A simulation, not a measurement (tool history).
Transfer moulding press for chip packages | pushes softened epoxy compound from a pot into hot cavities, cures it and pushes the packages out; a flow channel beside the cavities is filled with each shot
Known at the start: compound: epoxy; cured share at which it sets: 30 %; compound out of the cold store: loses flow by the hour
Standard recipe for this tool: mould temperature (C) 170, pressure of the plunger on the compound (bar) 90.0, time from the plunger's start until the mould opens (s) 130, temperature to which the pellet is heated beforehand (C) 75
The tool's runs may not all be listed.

run	day	mould temperature (C)	pressure of the plunger on the compound (bar)	time from the plunger's start until the mould opens (s)	temperature to which the pellet is heated beforehand (C)	incoming compound's hours out of the cold store	length that the compound runs in the flow channel (mm)	greatest force on the pins that push the packages out (N)
1	0.000	170	90.0	130	75	40.6	908	576
2	0.458	170	90.0	130	75	29.0	933	619
3	0.779	170	90.0	130	75	11.8	999	735
4	1.100	170	90.0	130	75	40.7	904	726
5	1.533	170	90.0	130	75	35.8	918	817
6	1.825	170	90.0	130	75	41.1	892	837
7	2.204	170	90.0	130	75	21.4	955	890
# day 2.396: plunger's sealing rings changed
# day 2.812: cavities cleaned with cleaning compound and waxed
8	2.933	170	90.0	130	75	30.2	962	961
9	3.250	170	90.0	130	75	11.4	1032	1014
10	3.621	170	90.0	130	75	17.3	1007	1034
11	4.275	170	70.0	130	75	21.4	878	1025
12	4.867	170	90.0	121	75	26.5	978	1201
13	5.379	170	90.0	121	75	21.6	990	1198
# day 5.500: cavities cleaned with cleaning compound and waxed
14	5.925	170	90.0	153	75	34.8	936	549
# day 6.096: cavities cleaned with cleaning compound and waxed, once more
15	6.458	170	90.0	153	75	38.2	937	535
16	6.950	170	90.0	153	70	15.6	1012	635
# day 7.579: mould's thermocouples calibrated
17	7.650	168	102.5	130	76	37.4	1014	809
18	8.167	168	102.5	130	76	11.2	1103	917
19	8.542	178	71.7	166	66	33.7	814	648
# day 8.892: cavities cleaned with cleaning compound and waxed
20	9.158	178	71.7	166	66	23.5	836	483
21	9.438	178	80.1	166	66	46.1	819	495
22	9.938	163	90.9	113	83	9.1	1062	1565
23	10.438	163	90.9	113	83	21.7	1025	1658
24	10.954	163	90.9	113	66	40.1	969	1684
25	11.242	176	79.3	113	76	25.2	869	774
# day 11.579: cavities cleaned with cleaning compound and waxed
26	11.629	176	90.0	130	84	45.4	865	486
27	12.196	173	109.3	169	83	28.2	1032	529
28	12.575	173	109.3	169	83	27.7	1022	564

Below are 5 alternative next runs, each starting from the tool's condition after run 28. Predict each:
A	13.125	170	90.0	130	75	10.1	?	?
B	13.125	173	87.0	169	83	35.6	?	?
C	13.125	165	72.7	125	75	40.3	?	?
D	13.125	169	90.0	130	79	10.0	?	?
E	13.125	165	109.3	169	84	44.3	?	?

run	length that the compound runs in the flow channel (mm)	greatest force on the pins that push the packages out (N)
A	1012	790
B	903	621
C	851	1207
D	1020	845
E	1035	701
Without the tool's unlogged condition, the same runs would have read:
run	length that the compound runs in the flow channel (mm)	greatest force on the pins that push the packages out (N)
A	1033	551
B	922	432
C	869	840
D	1041	590
E	1056	488

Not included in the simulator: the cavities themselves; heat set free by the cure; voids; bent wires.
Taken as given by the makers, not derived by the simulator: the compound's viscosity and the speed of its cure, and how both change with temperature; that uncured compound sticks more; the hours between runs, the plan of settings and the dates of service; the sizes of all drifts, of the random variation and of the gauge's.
